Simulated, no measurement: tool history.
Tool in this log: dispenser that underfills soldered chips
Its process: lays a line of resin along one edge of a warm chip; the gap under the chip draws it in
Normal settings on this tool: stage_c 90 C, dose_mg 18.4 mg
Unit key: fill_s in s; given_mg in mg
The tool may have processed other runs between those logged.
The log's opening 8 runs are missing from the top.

run	day	stage_c	dose_mg	hours of work since the syringe was changed	hours of work since the valve was cleaned	hours of work since the stage was calibrated	fill_s	given_mg
# day 2.758: new syringe of resin
9	2.842	90	17.7	1	20	305	115.8	17.25
# day 3.129: new syringe of resin
10	3.283	90	17.7	3	28	312	128.2	17.54
# day 3.5: new syringe of resin
11	3.65	90	18.4	3	34	318	130.5	18.01
# day 3.875: new syringe of resin
12	3.912	90	18.4	1	38	322	112.7	17.96
13	4.171	90	18.4	5	42	326	155.7	17.94
# day 4.271: new syringe of resin
14	4.538	90	18.4	4	48	332	154.2	18.03
# day 4.658: new syringe of resin
# day 5.025: new syringe of resin
15	5.033	90	18.4	0	56	340	108.9	17.63
16	5.233	90	17.3	4	59	343	143.4	16.47
# day 5.4: new syringe of resin
17	5.671	90	18.4	5	66	350	155.4	17.65
# day 5.767: new syringe of resin
18	5.933	90	18.4	3	70	355	136.1	17.56
# day 6.133: new syringe of resin
19	6.308	80	18.5	3	76	361	199.3	17.74
# day 6.5: new syringe of resin
20	6.608	102	22.2	2	81	365	79.2	21.14
# day 6.888: new syringe of resin
21	6.975	77	22.2	1	87	371	193	21.11
22	7.188	102	20.6	5	91	375	100.9	19.45
# day 7.271: new syringe of resin
23	7.488	76	18.2	4	95	380	253.7	17.34
# day 7.658: new syringe of resin
24	7.796	76	18.2	2	100	385	221.7	17.15
# day 8.058: new syringe of resin
25	8.158	90	19.6	2	106	390	119.8	18.53
26	8.371	102	17.2	5	110	394	104.5	16.17
# day 8.45: new syringe of resin
# day 8.562: dispensing valve cleaned and set on the balance
# day 8.879: new syringe of resin
27	8.908	93	16.8	0	5	402	101.9	16.76
# day 9.258: new syringe of resin
28	9.329	82	18.2	1	12	409	160.2	18.04
# day 9.625: new syringe of resin
29	9.642	85	20.3	0	17	414	131.3	20.07
30	9.929	103	22.6	5	22	418	99.6	22.26
# day 10.004: new syringe of resin
# day 10.392: new syringe of resin
31	10.425	88	15.7	1	30	426	123.4	15.48
32	10.65	80	21.9	4	34	430	226.2	21.59
# day 10.771: new syringe of resin
33	11.079	76	23.4	5	41	437	274.4	22.9

Predict the results of run 34:
# day 11.162: new syringe of resin
# day 11.542: new syringe of resin
34	11.562	95	18.3	0	48	445	?	?

fill_s: 92.5 s
given_mg: 17.8 mg
On a tool with no hidden condition, and with the same random variation, this run would have come out at fill_s 86 s, given_mg 18.3 mg.
